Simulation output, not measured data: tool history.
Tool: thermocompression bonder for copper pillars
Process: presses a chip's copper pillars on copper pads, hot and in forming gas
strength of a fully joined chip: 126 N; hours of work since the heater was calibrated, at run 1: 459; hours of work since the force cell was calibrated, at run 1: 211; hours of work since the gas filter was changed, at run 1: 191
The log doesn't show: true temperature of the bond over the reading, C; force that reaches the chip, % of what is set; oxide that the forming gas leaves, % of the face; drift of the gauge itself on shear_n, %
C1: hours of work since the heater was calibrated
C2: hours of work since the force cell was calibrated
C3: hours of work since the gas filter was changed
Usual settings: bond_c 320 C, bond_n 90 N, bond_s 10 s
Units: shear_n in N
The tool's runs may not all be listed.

run 1 hour=0 | bond_c=320 bond_n=90 bond_s=10 | C1=459 C2=211 C3=191 | shear_n=76.2
run 2 hour=6.3 | bond_c=314 bond_n=90 bond_s=10 | C1=463 C2=215 C3=195 | shear_n=71.9
run 3 hour=11.4 | bond_c=314 bond_n=90 bond_s=10 | C1=466 C2=218 C3=198 | shear_n=71.7
run 4 hour=20.6 | bond_c=320 bond_n=90 bond_s=5 | C1=472 C2=224 C3=204 | shear_n=61.7
run 5 hour=25 | bond_c=320 bond_n=90 bond_s=10 | C1=475 C2=227 C3=206 | shear_n=76.1
run 6 hour=30.6 | bond_c=320 bond_n=90 bond_s=10 | C1=478 C2=230 C3=210 | shear_n=76.1
run 7 hour=36.6 | bond_c=320 bond_n=90 bond_s=10 | C1=482 C2=234 C3=214 | shear_n=75.1
-- hour=45.2 forming gas filter changed
run 8 hour=46.6 | bond_c=320 bond_n=90 bond_s=10 | C1=488 C2=240 C3=1 | shear_n=84.9
run 9 hour=52.7 | bond_c=320 bond_n=132 bond_s=10 | C1=492 C2=244 C3=5 | shear_n=104.8
run 10 hour=62.1 | bond_c=320 bond_n=132 bond_s=10 | C1=498 C2=250 C3=11 | shear_n=105.1
run 11 hour=68.3 | bond_c=320 bond_n=132 bond_s=10 | C1=502 C2=254 C3=15 | shear_n=103
run 12 hour=74.5 | bond_c=320 bond_n=90 bond_s=10 | C1=506 C2=257 C3=18 | shear_n=83.9
run 13 hour=79.1 | bond_c=320 bond_n=90 bond_s=10 | C1=508 C2=260 C3=21 | shear_n=84.7
run 14 hour=88.9 | bond_c=320 bond_n=128 bond_s=10 | C1=515 C2=267 C3=28 | shear_n=101.9
run 15 hour=98.7 | bond_c=320 bond_n=128 bond_s=10 | C1=521 C2=273 C3=34 | shear_n=101.3
run 16 hour=105.9 | bond_c=336 bond_n=82 bond_s=13 | C1=525 C2=277 C3=38 | shear_n=93.3
run 17 hour=110.4 | bond_c=326 bond_n=113 bond_s=6 | C1=528 C2=280 C3=41 | shear_n=86.9
run 18 hour=118.4 | bond_c=326 bond_n=113 bond_s=6 | C1=533 C2=285 C3=46 | shear_n=87.6
run 19 hour=122.5 | bond_c=326 bond_n=113 bond_s=6 | C1=536 C2=288 C3=49 | shear_n=86.5
run 20 hour=127.7 | bond_c=320 bond_n=61 bond_s=21 | C1=539 C2=291 C3=52 | shear_n=79
run 21 hour=132.8 | bond_c=330 bond_n=61 bond_s=7 | C1=542 C2=294 C3=55 | shear_n=60.7
run 22 hour=139.8 | bond_c=315 bond_n=90 bond_s=12 | C1=547 C2=299 C3=60 | shear_n=83.3
run 23 hour=144 | bond_c=315 bond_n=90 bond_s=12 | C1=549 C2=301 C3=62 | shear_n=83.2
run 24 hour=148.3 | bond_c=293 bond_n=116 bond_s=10 | C1=552 C2=304 C3=65 | shear_n=77.2
run 25 hour=156.4 | bond_c=320 bond_n=71 bond_s=10 | C1=557 C2=309 C3=70 | shear_n=69.6
run 26 hour=161.5 | bond_c=320 bond_n=71 bond_s=10 | C1=560 C2=312 C3=73 | shear_n=69.1
run 27 hour=170 | bond_c=320 bond_n=71 bond_s=10 | C1=566 C2=318 C3=79 | shear_n=69.6

3 ways to go on from here, each from the tool as it stands after run 27. What would each give?
run A hour=175.3 | bond_c=326 bond_n=115 bond_s=17 | C1=569 C2=321 C3=82 | shear_n=?
run B hour=175.3 | bond_c=341 bond_n=56 bond_s=10 | C1=569 C2=321 C3=82 | shear_n=?
run C hour=175.3 | bond_c=320 bond_n=89 bond_s=13 | C1=569 C2=321 C3=82 | shear_n=?

run=A shear_n=106.3
run=B shear_n=69.5
run=C shear_n=86.1
Without the tool's hidden state the same runs would have given:
run=A shear_n=110.2
run=B shear_n=71.2
run=C shear_n=88.5

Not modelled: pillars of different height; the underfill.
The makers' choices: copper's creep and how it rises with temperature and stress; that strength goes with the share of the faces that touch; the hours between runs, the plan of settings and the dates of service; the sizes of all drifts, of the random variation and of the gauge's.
